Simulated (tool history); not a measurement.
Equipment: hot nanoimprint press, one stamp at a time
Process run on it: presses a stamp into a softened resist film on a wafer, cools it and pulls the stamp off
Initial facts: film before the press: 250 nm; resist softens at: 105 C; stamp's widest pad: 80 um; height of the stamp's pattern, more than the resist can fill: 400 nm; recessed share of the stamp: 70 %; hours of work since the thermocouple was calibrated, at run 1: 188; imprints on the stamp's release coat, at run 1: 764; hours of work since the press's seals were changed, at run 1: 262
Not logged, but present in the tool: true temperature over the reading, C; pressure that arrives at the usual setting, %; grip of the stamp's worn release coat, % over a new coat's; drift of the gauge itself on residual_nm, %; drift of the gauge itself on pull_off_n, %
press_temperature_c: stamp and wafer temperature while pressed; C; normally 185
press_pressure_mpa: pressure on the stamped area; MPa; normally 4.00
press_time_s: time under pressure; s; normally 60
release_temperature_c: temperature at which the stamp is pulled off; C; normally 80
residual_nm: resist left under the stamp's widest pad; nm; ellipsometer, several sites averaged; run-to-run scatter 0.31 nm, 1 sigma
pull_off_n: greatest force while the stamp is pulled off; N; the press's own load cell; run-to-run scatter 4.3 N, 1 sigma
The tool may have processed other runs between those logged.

run,hour,press_temperature_c,press_pressure_mpa,press_time_s,release_temperature_c,hours of work since the thermocouple was calibrated,imprints on the stamp's release coat,hours of work since the press's seals were changed,residual_nm,pull_off_n
1,0.0,185,4.00,60,80,188,764,262,103.0,232
2,23.6,185,4.00,60,80,207,895,280,103.0,235
3,44.6,185,4.00,60,80,223,1011,297,102.9,240
4,71.2,185,4.00,60,80,243,1158,317,102.4,246
5,102.7,185,4.00,60,80,268,1333,341,102.5,266
6,118.8,185,4.00,60,80,280,1422,354,102.5,268
7,134.1,185,4.00,60,80,292,1507,366,102.3,268
# hour 165.8: plate thermocouple calibrated
8,165.8,185,3.84,60,80,0,1666,388,103.3,275
9,185.1,185,3.84,60,80,15,1773,403,103.5,274
# hour 202.2: stamp cleaned and given a new release coat
10,223.6,176,4.00,60,80,40,119,428,134.4,210
11,238.3,176,4.00,60,80,51,200,439,134.9,219
# hour 244.2: plate thermocouple calibrated, once more
12,271.0,185,4.00,60,80,21,364,462,105.3,225
13,301.5,185,4.00,60,80,44,534,486,105.4,227
14,320.7,185,4.00,60,80,59,640,501,105.6,240
15,349.0,185,4.00,60,80,81,797,522,105.2,241
16,383.2,173,4.00,41,80,107,986,549,169.2,247
17,411.3,173,4.00,41,80,129,1142,571,168.7,247
18,439.0,185,4.00,60,74,150,1295,592,104.7,303
# hour 449.9: press's hydraulic seals changed and the load cell set to zero
19,467.6,185,4.00,106,80,166,1409,14,81.8,262
20,489.4,186,4.00,60,80,183,1530,31,98.8,265
21,509.4,179,4.90,60,80,199,1641,46,113.3,266
# hour 548.4: stamp cleaned and given a new release coat
22,548.9,176,3.82,91,80,225,3,72,119.5,208
23,580.4,194,2.81,105,84,249,178,96,73.6,189
24,608.0,194,3.45,105,81,270,330,118,66.6,217
25,640.1,194,3.45,105,81,295,508,142,66.7,228
26,663.2,194,3.45,105,81,313,636,160,66.6,227
# hour 669.4: plate thermocouple calibrated
27,683.6,181,4.00,60,77,11,733,174,118.0,250
28,717.4,195,5.24,34,76,37,920,200,85.4,263
29,745.5,185,4.00,48,68,59,1076,221,112.7,331

Each row is a separate what-if for the run after 29, all from the same tool condition, not one after another. Results?
A,765.8,185,4.00,60,82,74,1188,237,?,?
B,765.8,180,4.00,100,80,74,1188,237,?,?
C,765.8,185,3.38,60,75,74,1188,237,?,?
D,765.8,185,4.00,48,78,74,1188,237,?,?
E,765.8,179,4.00,48,68,74,1188,237,?,?

run,residual_nm,pull_off_n
A,104.4,243
B,100.0,253
C,112.7,289
D,113.2,265
E,135.4,318
Had the tool no hidden state, the same runs would have come out as:
run,residual_nm,pull_off_n
A,103.8,197
B,99.5,205
C,112.2,234
D,112.6,215
E,134.8,258

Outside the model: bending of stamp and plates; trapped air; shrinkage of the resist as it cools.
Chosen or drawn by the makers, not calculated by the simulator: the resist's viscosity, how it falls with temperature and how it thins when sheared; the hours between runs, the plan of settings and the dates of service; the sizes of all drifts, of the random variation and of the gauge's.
